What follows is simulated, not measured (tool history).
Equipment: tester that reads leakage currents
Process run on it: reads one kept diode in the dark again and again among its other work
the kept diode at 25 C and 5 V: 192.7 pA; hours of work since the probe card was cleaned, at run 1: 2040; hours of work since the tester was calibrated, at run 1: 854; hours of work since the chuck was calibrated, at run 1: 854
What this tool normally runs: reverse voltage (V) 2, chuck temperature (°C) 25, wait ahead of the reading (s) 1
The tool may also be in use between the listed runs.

run	day	reverse voltage (V)	chuck temperature (°C)	wait ahead of the reading (s)	hours of work since the probe card was cleaned	hours of work since the tester was calibrated	hours of work since the chuck was calibrated	current that the tester gives (pA)
1	0	2	25	1	2040	854	854	110.96
2	3.838	2	53	1	2078	892	892	1031.17
3	9.421	2	22	1	2133	947	947	85.35
4	13.558	2	22	1	2174	988	988	85.65
5	17.862	2	25	1	2216	1030	1030	110.41
6	21.95	12.65	25	1	2257	1070	1070	338.56
7	24.504	12.65	25	1.4	2282	1096	1096	335.73
8	27.646	12.65	25	1.4	2313	1126	1126	337.95
9	31.046	2.53	25	1	2346	1160	1160	126.59
10	34.933	2.14	25	1	2385	1198	1198	113.81
11	39.721	2.14	25	1	2432	1246	1246	114.4
12	44.533	2.14	25	1	2479	1293	1293	113.51
13	48.208	2	25	1	2516	1329	1329	108.62
14	53.721	2	25	1	2570	1384	1384	108.7
15	59.896	2.07	25	1	2631	1445	1445	110.36
16	64.538	2	26	1	2677	1490	1490	118.12
17	69.675	2	26	1	2727	1541	1541	117.37
18	75.646	2	26	1	2786	1600	1600	116.72
19	80.612	2	26	1	2835	1649	1649	116.61
20	83.992	2	26	1	2868	1682	1682	116.89
21	88.471	7.02	26	5.48	2913	1726	1726	248.02
22	91.667	15.47	25	0.52	2944	1758	1758	379.33
23	97.112	15.47	25	0.52	2998	1812	1812	377.51
24	100.842	4.98	40	1	3035	1848	1848	631.3

Run 25 has not been measured yet. What should we expect?
25	106.329	2	50	0.3	3089	1903	1903	?

Run 25 gave current that the tester gives (pA) 788.07.
With the hidden condition absent and the run-to-run variation left alone, this run would have shown current that the tester gives (pA) 854.51.

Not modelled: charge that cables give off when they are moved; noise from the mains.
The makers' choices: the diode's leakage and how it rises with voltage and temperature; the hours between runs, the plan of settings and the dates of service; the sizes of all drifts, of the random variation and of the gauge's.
